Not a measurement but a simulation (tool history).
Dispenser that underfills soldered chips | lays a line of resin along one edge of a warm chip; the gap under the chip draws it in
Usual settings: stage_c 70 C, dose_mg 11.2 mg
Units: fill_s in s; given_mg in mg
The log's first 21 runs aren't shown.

run	hour	stage_c	dose_mg	hours of work since the syringe was changed	hours of work since the valve was cleaned	hours of work since the stage was calibrated	fill_s	given_mg
22	128.5	70	10.7	5	59	235	17.5	10.29
# hour 129.4: new syringe of resin
23	132.4	62	9.6	2	61	237	21.2	9.24
24	136.7	84	12.6	5	64	240	9.6	12.03
# hour 138.5: new syringe of resin
25	141.8	69	9.6	2	67	243	15.9	9.21
# hour 147.3: new syringe of resin
26	150.6	69	9.6	2	72	248	15.6	9.18
# hour 156.1: new syringe of resin
27	159	80	9.7	2	77	253	9.9	9.29
28	162.7	81	12.7	4	80	255	11.1	12.03
# hour 164.9: new syringe of resin
29	168.8	63	11.2	2	83	259	20.7	10.69
# hour 173.5: new syringe of resin
30	175.7	63	11.3	1	87	263	18.8	10.71
# hour 182.3: new syringe of resin
31	183.5	78	13	1	92	268	10.1	12.28
32	187.5	78	13	3	94	270	11.2	12.34
# hour 189.8: dispensing valve cleaned and set on the balance
# hour 192.6: new syringe of resin
33	194.6	56	11.6	1	3	274	26	11.54
# hour 201.6: new syringe of resin
34	201.6	62	14.5	0	7	278	18.2	14.41
35	206.5	62	14.5	3	10	281	21.3	14.36
# hour 210.3: new syringe of resin
36	213.9	62	14.5	2	14	285	21.3	14.34

Forecast each of these 3 alternatives for the next run:
# hour 219.4: new syringe of resin
A	221.6	80	11.1	1	19	290	?	?
# hour 219.4: new syringe of resin
B	221.6	77	11	1	19	290	?	?
# hour 219.4: new syringe of resin
C	221.6	80	14.5	1	19	290	?	?

run	fill_s	given_mg
A	9.2	10.81
B	10.9	10.83
C	9.2	14.27
Without the tool's hidden state the same runs would have given:
run	fill_s	given_mg
A	8	10.96
B	9.5	10.98
C	8	14.48

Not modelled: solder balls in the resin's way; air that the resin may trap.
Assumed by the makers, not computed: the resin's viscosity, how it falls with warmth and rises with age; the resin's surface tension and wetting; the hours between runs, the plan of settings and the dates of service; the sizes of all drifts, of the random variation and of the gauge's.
